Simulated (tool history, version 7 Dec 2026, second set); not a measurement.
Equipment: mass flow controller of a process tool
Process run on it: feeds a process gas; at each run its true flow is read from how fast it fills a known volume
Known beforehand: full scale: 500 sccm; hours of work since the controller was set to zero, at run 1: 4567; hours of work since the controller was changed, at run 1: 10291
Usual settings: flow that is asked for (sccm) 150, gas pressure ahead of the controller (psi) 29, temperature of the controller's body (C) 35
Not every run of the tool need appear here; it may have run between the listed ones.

run,hour,flow that is asked for (sccm),gas pressure ahead of the controller (psi),temperature of the controller's body (C),hours of work since the controller was set to zero,hours of work since the controller was changed,true flow (%)
1,0,150,29,35,4567,10291,103.32
2,182.9,150,29,35,4691,10414,103.34
3,557.3,150,29,35,4943,10667,103.38
4,773.6,135,29,35,5089,10813,103.48
5,1116.9,135,29,35,5320,11044,103.7
6,1461.3,135,29,35,5552,11276,103.84
# hour 1670: controller's zero set anew
7,1706.8,135,29,35,25,11441,104.31
8,1918.7,135,29,35,168,11584,104.4
9,2165.5,150,29,35,334,11750,104.36
10,2472.2,150,30.2,35,541,11957,104.43
# hour 2614.1: controller's zero set anew, once more
11,2687.1,150,30.2,35,49,12101,102.69
12,2998.5,150,30.2,35,259,12311,102.73
13,3228,88,29,35,414,12466,102.8
14,3504.3,150,28,35,600,12652,103.05
15,3859.1,150,28,35,839,12891,103.11
16,4076.8,150,29,35,986,13038,103.17
17,4298.8,150,29,22,1135,13188,102.3
18,4646.5,150,29,22,1370,13422,102.44
19,4809.1,109,29,22,1479,13532,102.39
20,5174.8,160,23.8,29,1726,13778,103.42
# hour 5225.3: controller exchanged for a calibrated one
21,5550,150,33.9,27,219,219,99.02
22,5915.9,150,33.9,27,465,465,99.19
23,6074.2,150,33.9,27,572,572,99.24
24,6297.7,150,33.9,27,723,723,99.28
25,6562.8,57,29.2,35,901,901,100.18
26,6727.3,356,29.7,35,1012,1012,100.94
27,7015.6,150,29,27,1207,1207,99.67
28,7213.6,87,29.4,27,1340,1340,99.8
29,7544.3,136,29.4,33,1563,1563,100.34
30,7822.2,136,29.4,33,1750,1750,100.5
31,8155.4,169,30.2,33,1975,1975,100.51
32,8497.8,150,29,39,2205,2205,101.03
33,8753.8,150,27.1,39,2378,2378,101.23
34,8951.8,463,29.2,35,2511,2511,101.95

Each row is a separate what-if for the run after 34, all from the same tool condition, not one after another. Results?
A,9116.9,463,24.9,35,2623,2623,?
B,9116.9,319,29.7,23,2623,2623,?
C,9116.9,155,38,29,2623,2623,?
D,9116.9,58,34.7,35,2623,2623,?
E,9116.9,324,29,26,2623,2623,?

run,true flow (%)
A,101.95
B,100.4
C,100.12
D,101.4
E,100.77
With the hidden condition removed and each run's random variation left untouched, the same runs would have given:
run,true flow (%)
A,100.68
B,99.03
C,98.44
D,98.71
E,99.41
